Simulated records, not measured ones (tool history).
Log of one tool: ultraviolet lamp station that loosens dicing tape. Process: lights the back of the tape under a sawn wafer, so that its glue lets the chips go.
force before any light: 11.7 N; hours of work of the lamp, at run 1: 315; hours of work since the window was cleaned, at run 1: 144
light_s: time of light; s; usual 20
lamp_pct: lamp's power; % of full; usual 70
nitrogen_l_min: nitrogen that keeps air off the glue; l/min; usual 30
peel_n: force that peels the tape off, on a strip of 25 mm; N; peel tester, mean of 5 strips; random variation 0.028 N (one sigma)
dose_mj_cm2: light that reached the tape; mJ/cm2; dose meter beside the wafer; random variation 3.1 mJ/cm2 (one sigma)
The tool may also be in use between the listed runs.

run	hour	light_s	lamp_pct	nitrogen_l_min	hours of work of the lamp	hours of work since the window was cleaned	peel_n	dose_mj_cm2
1	0.0	20	70	30	315	144	2.016	382
2	13.8	20	70	30	325	154	2.007	385
3	28.1	20	70	30	336	164	2.044	377
4	41.7	20	70	30	346	175	2.059	377
5	52.9	20	70	30	354	183	2.094	376
6	66.3	20	70	30	364	193	2.081	372
7	73.0	20	70	30	369	198	2.083	373
8	80.6	20	70	30	375	203	2.105	371
9	94.9	20	70	30	385	214	2.168	366

Run 10 comes next. What will it give?
10	100.7	21	85	47	390	218	?	?

Run 10 gave peel_n 1.172 N, dose_mj_cm2 470 mJ/cm2.
Without the tool's hidden state the same run would have given peel_n 0.698 N, dose_mj_cm2 602 mJ/cm2.
